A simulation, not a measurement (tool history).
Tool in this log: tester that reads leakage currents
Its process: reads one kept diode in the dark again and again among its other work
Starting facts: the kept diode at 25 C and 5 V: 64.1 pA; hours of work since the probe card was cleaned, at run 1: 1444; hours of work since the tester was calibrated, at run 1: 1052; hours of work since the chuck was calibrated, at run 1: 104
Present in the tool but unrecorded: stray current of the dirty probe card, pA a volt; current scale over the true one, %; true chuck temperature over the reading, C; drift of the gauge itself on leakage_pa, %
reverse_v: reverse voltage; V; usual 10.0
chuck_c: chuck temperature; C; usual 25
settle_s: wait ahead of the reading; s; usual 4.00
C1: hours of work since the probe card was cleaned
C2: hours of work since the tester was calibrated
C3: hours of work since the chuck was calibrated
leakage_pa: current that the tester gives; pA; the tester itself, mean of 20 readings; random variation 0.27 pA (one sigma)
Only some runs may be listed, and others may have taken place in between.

run 1 day=0.000 | reverse_v=10.0 chuck_c=25 settle_s=4.00 | C1=1444 C2=1052 C3=104 | leakage_pa=100.07
run 2 day=1.517 | reverse_v=10.0 chuck_c=25 settle_s=1.06 | C1=1468 C2=1075 C3=128 | leakage_pa=102.57
run 3 day=3.354 | reverse_v=10.0 chuck_c=25 settle_s=1.06 | C1=1497 C2=1104 C3=157 | leakage_pa=103.00
run 4 day=4.983 | reverse_v=10.0 chuck_c=25 settle_s=1.06 | C1=1522 C2=1130 C3=183 | leakage_pa=103.17
run 5 day=7.138 | reverse_v=10.0 chuck_c=25 settle_s=1.06 | C1=1556 C2=1164 C3=216 | leakage_pa=103.12
run 6 day=9.608 | reverse_v=10.0 chuck_c=25 settle_s=1.06 | C1=1595 C2=1202 C3=255 | leakage_pa=103.26
run 7 day=11.004 | reverse_v=10.0 chuck_c=25 settle_s=1.06 | C1=1617 C2=1224 C3=277 | leakage_pa=103.43
run 8 day=12.200 | reverse_v=10.0 chuck_c=25 settle_s=4.00 | C1=1636 C2=1243 C3=296 | leakage_pa=101.07
run 9 day=13.946 | reverse_v=10.0 chuck_c=20 settle_s=4.00 | C1=1663 C2=1270 C3=323 | leakage_pa=68.39
run 10 day=16.088 | reverse_v=10.0 chuck_c=25 settle_s=4.00 | C1=1697 C2=1304 C3=357 | leakage_pa=101.91
-- day=16.350 chuck's temperature calibrated
run 11 day=18.196 | reverse_v=10.0 chuck_c=25 settle_s=7.01 | C1=1728 C2=1336 C3=29 | leakage_pa=100.67
run 12 day=20.388 | reverse_v=10.0 chuck_c=25 settle_s=7.01 | C1=1763 C2=1370 C3=63 | leakage_pa=101.35
-- day=21.954 probe card cleaned and baked
run 13 day=22.725 | reverse_v=1.4 chuck_c=52 settle_s=2.28 | C1=12 C2=1405 C3=98 | leakage_pa=400.72
-- day=23.954 chuck's temperature calibrated, once more
run 14 day=24.742 | reverse_v=12.6 chuck_c=35 settle_s=3.09 | C1=42 C2=1435 C3=12 | leakage_pa=244.31
run 15 day=26.021 | reverse_v=12.6 chuck_c=35 settle_s=3.09 | C1=63 C2=1455 C3=32 | leakage_pa=246.05
run 16 day=28.417 | reverse_v=12.6 chuck_c=35 settle_s=3.09 | C1=100 C2=1493 C3=70 | leakage_pa=246.07
run 17 day=30.371 | reverse_v=12.6 chuck_c=35 settle_s=3.09 | C1=131 C2=1524 C3=101 | leakage_pa=245.10
run 18 day=31.504 | reverse_v=12.6 chuck_c=35 settle_s=3.09 | C1=148 C2=1541 C3=118 | leakage_pa=245.83
run 19 day=33.225 | reverse_v=5.9 chuck_c=34 settle_s=0.35 | C1=175 C2=1568 C3=145 | leakage_pa=165.57
run 20 day=34.858 | reverse_v=10.0 chuck_c=49 settle_s=1.32 | C1=201 C2=1594 C3=171 | leakage_pa=749.84
run 21 day=36.442 | reverse_v=7.7 chuck_c=48 settle_s=1.70 | C1=226 C2=1619 C3=196 | leakage_pa=613.11
run 22 day=38.825 | reverse_v=7.7 chuck_c=48 settle_s=1.70 | C1=263 C2=1656 C3=233 | leakage_pa=612.37
run 23 day=40.204 | reverse_v=7.7 chuck_c=28 settle_s=0.63 | C1=285 C2=1678 C3=255 | leakage_pa=106.73
run 24 day=42.312 | reverse_v=7.2 chuck_c=25 settle_s=4.00 | C1=318 C2=1711 C3=288 | leakage_pa=75.88

3 options for the next run, each taken on its own from the tool as it stands now. Forecast them:
run A day=44.183 | reverse_v=7.2 chuck_c=35 settle_s=0.89 | C1=347 C2=1740 C3=317 | leakage_pa=?
run B day=44.183 | reverse_v=7.2 chuck_c=25 settle_s=1.39 | C1=347 C2=1740 C3=317 | leakage_pa=?
run C day=44.183 | reverse_v=10.0 chuck_c=25 settle_s=0.35 | C1=347 C2=1740 C3=317 | leakage_pa=?

run=A leakage_pa=193.26
run=B leakage_pa=77.47
run=C leakage_pa=96.79
Take away the tool's hidden state, keep each run's random variation, and the runs would have read:
run=A leakage_pa=195.81
run=B leakage_pa=76.99
run=C leakage_pa=95.67
